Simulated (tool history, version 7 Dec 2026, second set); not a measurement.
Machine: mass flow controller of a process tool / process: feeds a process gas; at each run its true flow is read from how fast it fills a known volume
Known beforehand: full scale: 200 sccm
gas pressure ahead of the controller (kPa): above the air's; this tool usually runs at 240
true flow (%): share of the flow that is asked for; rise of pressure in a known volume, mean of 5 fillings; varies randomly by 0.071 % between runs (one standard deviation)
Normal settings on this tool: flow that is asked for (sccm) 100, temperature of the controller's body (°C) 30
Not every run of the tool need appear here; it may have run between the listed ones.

run,hour,flow that is asked for (sccm),gas pressure ahead of the controller (kPa),temperature of the controller's body (°C),true flow (%)
1,0,100,240,30,99.78
2,83,100,240,30,99.72
3,165.1,100,240,30,99.85
4,263,100,240,30,99.85
5,333.9,100,240,30,99.81
6,427.7,100,240,30,99.79
7,507.5,100,240,30,99.79
8,601.6,100,240,30,99.85
9,652.5,100,240,30,99.71
10,745.9,100,240,30,99.81
11,823.2,100,240,30,99.87
12,930.7,100,240,30,99.68
13,1009.3,100,269,30,99.88
14,1060.2,100,269,30,99.92
15,1141.6,119,269,30,99.92
16,1244.5,119,269,30,100.03
17,1344.4,119,269,30,99.96
18,1450.8,119,269,30,100.11
19,1515,119,269,30,99.98
20,1589,119,249,30,99.96
21,1637.5,119,249,30,99.97
22,1689.8,100,240,30,99.69
23,1771.7,79,260,30,99.72
24,1851.1,161,240,29,100.16
25,1912.4,45,186,38,99.75
26,2004,23,162,38,99.58
27,2092.5,140,240,30,99.92
28,2144.3,35,240,30,99.5
29,2195.7,55,237,31,99.57
30,2265.3,42,229,31,99.54
31,2361.6,179,158,37,100.41
32,2450.3,100,251,23,99.47
33,2494.2,100,251,23,99.43
34,2562.6,21,153,30,99.12
35,2645,30,218,36,99.71
36,2718.1,104,157,20,99.06
37,2787.4,32,157,20,98.74
38,2888.7,70,214,31,99.61
39,2960.1,179,187,21,99.65
40,3059.3,29,187,26,99.09
41,3167,29,187,26,99.04
42,3261.5,26,203,30,99.28
43,3340.6,105,202,26,99.57
44,3408.3,92,149,24,99.12

Here are 4 independent what-if runs from the current tool condition. What would each one return?
A,3493.3,92,177,33,?
B,3493.3,100,195,30,?
C,3493.3,187,220,30,?
D,3493.3,20,243,34,?

run,true flow (%)
A,99.75
B,99.67
C,100.27
D,99.6
Take away the tool's hidden state, keep each run's random variation, and the runs would have read:
run,true flow (%)
A,99.75
B,99.68
C,100.27
D,99.62

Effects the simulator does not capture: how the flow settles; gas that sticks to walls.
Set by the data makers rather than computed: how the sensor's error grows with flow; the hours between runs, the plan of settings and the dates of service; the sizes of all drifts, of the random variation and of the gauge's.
